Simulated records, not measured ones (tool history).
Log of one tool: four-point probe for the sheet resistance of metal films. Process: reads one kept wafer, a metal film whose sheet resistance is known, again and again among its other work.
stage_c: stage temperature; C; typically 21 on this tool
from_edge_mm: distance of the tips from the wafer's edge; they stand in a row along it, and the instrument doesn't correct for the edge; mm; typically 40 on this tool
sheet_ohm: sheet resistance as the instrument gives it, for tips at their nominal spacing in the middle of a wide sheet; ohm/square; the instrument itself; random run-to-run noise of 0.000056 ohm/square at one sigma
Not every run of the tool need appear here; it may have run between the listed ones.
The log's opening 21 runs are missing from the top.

run     day  stage_c  from_edge_mm  touches since the probe head was changed  hours of work since the stage's thermometer was calibrated  sheet_ohm
 22  27.017       32             7                                     32688                                                        1996   0.281069
 23  28.504       28            49                                     33792                                                        2025   0.276927
 24  29.408       28            49                                     34459                                                        2042    0.27689
 25  30.988       22             4                                     35630                                                        2073   0.291917
 26  32.296       25            33                                     36600                                                        2098   0.277369
 27      33       20             6                                     37125                                                        2111   0.284364
 28  33.996       20             6                                     37861                                                        2130   0.284374
 29  34.712       28            32                                     38394                                                        2144   0.277028
     35.038  -- stage's thermometer calibrated
 30  35.717       30             3                                     39121                                                          13   0.301072
 31  37.062       20            32                                     40119                                                          39    0.27861
 32  38.083       22             7                                     40877                                                          58   0.282962
 33  39.012       22            40                                     41567                                                          76   0.278264
 34  40.167       26            38                                     42422                                                          98   0.277688
 35  41.412       30            46                                     43344                                                         122   0.276977
 36  42.838       19            18                                     44403                                                         150    0.27919
 37  43.742       19            18                                     45073                                                         167   0.279075
 38  45.046       24            40                                     46040                                                         192   0.277887
 39  46.233       25            40                                     46918                                                         215   0.277792
 40    47.2       25            40                                     47637                                                         233   0.277709

Forecast each of these 3 alternatives for the next run:
  A  48.762       18            40                                     48795                                                         263          ?
  B  48.762       34            40                                     48795                                                         263          ?
  C  48.762       33             3                                     48795                                                         263          ?

run  sheet_ohm
  A   0.278684
  B   0.276488
  C   0.300552
Stripped of hidden state, with their random variation kept, the same runs would have yielded:
run  sheet_ohm
  A   0.280057
  B   0.277841
  C   0.302014

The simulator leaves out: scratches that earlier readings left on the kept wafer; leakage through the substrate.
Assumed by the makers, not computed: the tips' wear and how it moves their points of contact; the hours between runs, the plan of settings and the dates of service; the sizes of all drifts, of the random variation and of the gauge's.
